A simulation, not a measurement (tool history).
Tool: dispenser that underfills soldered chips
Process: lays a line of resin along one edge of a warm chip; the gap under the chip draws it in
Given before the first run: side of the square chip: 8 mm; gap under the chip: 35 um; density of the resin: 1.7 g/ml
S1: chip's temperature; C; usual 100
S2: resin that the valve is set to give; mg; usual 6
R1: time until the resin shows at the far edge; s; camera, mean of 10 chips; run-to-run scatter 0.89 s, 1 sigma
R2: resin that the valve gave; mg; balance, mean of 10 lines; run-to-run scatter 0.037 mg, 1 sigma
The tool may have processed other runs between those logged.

run	hour	S1	S2	R1	R2
1	0	100	6	220.3	5.59
# hour 2.5: new syringe of resin
2	4.1	100	6	95.1	5.56
3	7.1	100	6	114.4	5.55
4	11.7	100	6	153	5.5
5	14	100	5.98	177.4	5.45
6	17.8	107	6	167.9	5.56
# hour 20: new syringe of resin
7	21	98	6	101.3	5.54
8	25.3	100	6	121.1	5.49
9	28.9	100	6	153.3	5.46

Predict the results of run 10:
10	32.7	100	6	?	?

R1: 195.6 s
R2: 5.53 mg
On a tool with no hidden condition, and with the same random variation, this run would have come out at R1 85.3 s, R2 6.04 mg.
